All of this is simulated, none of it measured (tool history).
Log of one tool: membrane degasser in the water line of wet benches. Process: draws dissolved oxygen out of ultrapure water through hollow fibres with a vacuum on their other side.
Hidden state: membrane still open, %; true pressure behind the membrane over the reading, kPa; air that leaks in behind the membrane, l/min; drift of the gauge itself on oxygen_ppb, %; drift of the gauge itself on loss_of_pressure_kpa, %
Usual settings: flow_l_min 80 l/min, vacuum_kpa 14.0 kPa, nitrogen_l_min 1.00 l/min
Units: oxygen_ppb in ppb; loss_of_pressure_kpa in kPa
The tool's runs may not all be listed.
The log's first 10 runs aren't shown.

run    hour  flow_l_min  vacuum_kpa  nitrogen_l_min  hours since the membrane was changed  hours since the vacuum gauge was calibrated  hours since the vacuum lines were made tight  oxygen_ppb  loss_of_pressure_kpa
 11  2533.3          94        10.4            2.42                                  3729                                         3729                                          1065       860.5                 66.47
 12  2826.5          94        10.4            2.42                                  4022                                         4022                                          1358       858.1                 66.98
 13  2978.5          94        10.4            2.42                                  4174                                         4174                                          1510       863.6                 66.54
 14  3253.2         120        14.0            1.00                                  4449                                         4449                                          1784      2009.5                 85.28
 15  3581.6         120        14.0            1.00                                  4777                                         4777                                          2113      1990.5                 85.15
 16  3909.2         120        14.0            1.00                                  5105                                         5105                                          2440      2004.2                 85.43
 17  4076.2          80        14.0            0.99                                  5272                                         5272                                          2607      1516.7                 56.67
 18  4344.8          97        10.0            0.99                                  5540                                         5540                                          2876      1289.3                 69.20
     4392.3  -- vacuum gauge calibrated
 19  4593.6          96        20.0            0.99                                  5788                                          201                                          3124      2340.4                 68.22
 20  4810.4          80         8.9            2.76                                  6005                                          418                                          3341       606.0                 57.18
 21  5083.9          80         8.9            2.76                                  6279                                          692                                          3615       605.1                 57.13
 22  5315.3          80         8.9            2.76                                  6510                                          923                                          3846       607.2                 57.01
 23  5546.2          61        14.0            1.00                                  6741                                         1154                                          4077      1224.6                 43.50
 24  5686.0          71         9.6            2.21                                  6881                                         1294                                          4217       629.8                 50.88
 25  5969.3          98         9.6            2.74                                  7164                                         1577                                          4500       809.0                 70.09
 26  6255.6          98         9.6            2.74                                  7450                                         1863                                          4786       809.9                 70.27
 27  6444.1          93        10.4            1.62                                  7639                                         2052                                          4975      1035.9                 66.23
 28  6752.0          93        10.4            1.62                                  7947                                         2360                                          5283      1036.6                 66.26
 29  6946.7          93        10.4            1.62                                  8142                                         2554                                          5477      1033.6                 66.68
 30  7126.8          58        31.8            1.00                                  8322                                         2734                                          5658      2452.3                 41.93
 31  7318.8          56        25.3            1.00                                  8514                                         2926                                          5850      1985.1                 40.27

4 ways to go on from here, each from the tool as it stands after run 31. What would each give?
  A  7549.9          80        12.2            1.00                                  8745                                         3158                                          6081           ?                     ?
  B  7549.9          80        14.0            1.63                                  8745                                         3158                                          6081           ?                     ?
  C  7549.9          52        15.5            1.00                                  8745                                         3158                                          6081           ?                     ?
  D  7549.9         122        14.0            1.34                                  8745                                         3158                                          6081           ?                     ?

run  oxygen_ppb  loss_of_pressure_kpa
  A      1329.5                 57.35
  B      1170.3                 56.98
  C      1197.5                 37.00
  D      1797.9                 87.54
Without the tool's hidden state the same runs would have given:
run  oxygen_ppb  loss_of_pressure_kpa
  A      1302.4                 56.22
  B      1144.4                 55.85
  C      1178.5                 36.26
  D      1764.5                 85.82
